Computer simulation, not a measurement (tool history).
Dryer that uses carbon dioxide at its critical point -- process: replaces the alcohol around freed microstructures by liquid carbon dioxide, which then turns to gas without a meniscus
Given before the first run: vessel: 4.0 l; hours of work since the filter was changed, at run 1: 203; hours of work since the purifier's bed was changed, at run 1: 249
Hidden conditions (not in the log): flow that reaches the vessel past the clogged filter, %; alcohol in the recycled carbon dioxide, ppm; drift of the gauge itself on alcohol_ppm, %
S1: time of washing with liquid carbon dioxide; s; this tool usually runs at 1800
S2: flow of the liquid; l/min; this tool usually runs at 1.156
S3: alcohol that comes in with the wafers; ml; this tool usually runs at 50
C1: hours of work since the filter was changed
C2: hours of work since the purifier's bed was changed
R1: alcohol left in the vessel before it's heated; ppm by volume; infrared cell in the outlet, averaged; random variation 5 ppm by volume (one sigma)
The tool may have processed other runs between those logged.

run	hour	S1	S2	S3	C1	C2	R1
1	0	1800	1.156	50	203	249	69
2	6.4	1800	1.156	50	208	254	60
3	14.9	1800	1.156	50	214	260	67
4	20.1	1800	1.156	50	218	264	72
5	24.7	1800	1.156	50	221	268	77
6	30.1	1800	1.156	50	225	272	76
7	39.7	1800	1.156	50	232	279	71
8	47.6	1800	1.156	86	238	285	104
9	52.3	1800	1.156	86	242	288	112
10	57.9	1800	1.86	50	246	292	40
11	63.9	1800	1.86	25	250	297	41
12	69.1	1800	1.156	23	254	300	54
13	75.2	1800	1.156	23	259	305	49
14	81	1800	1.156	23	263	309	54
15	88.4	1800	1.156	49	268	315	78
16	97.7	1800	1.156	50	275	322	88
17	105.8	1800	1.156	50	281	328	86
18	110.9	1800	1.156	50	285	331	84
19	119.2	1800	1.156	50	291	338	86
20	126	1800	1.156	50	296	343	86
21	135.1	1800	1.156	50	303	349	82
22	141.8	1800	1.156	50	308	354	92
23	145.8	1800	1.156	50	311	357	91
# hour 153: inlet filter changed
24	155.1	2280	1.71	22	2	364	31
25	159.7	1140	0.91	21	5	367	275
26	165.3	1440	1.4	56	9	371	71
27	172.9	1440	1.4	56	15	377	73
28	181.3	1920	1.156	53	21	383	54
29	185.5	1500	0.87	55	24	386	325
30	193.8	1200	0.78	27	30	392	454
31	202.4	2100	1.77	27	37	399	43
32	210.2	1620	0.84	59	42	404	315
33	214.3	2100	1.68	59	45	407	42
34	219	2100	0.85	28	49	411	74
35	227.1	2100	0.85	28	55	417	87
36	231.4	1800	0.95	110	58	420	228

What does the tool deliver on the next run?
37	235.5	1800	0.88	28	61	423	?

Run 37 measured R1 100 ppm by volume.
The same run, on a tool lacking any hidden state, would have yielded R1 55 ppm by volume.
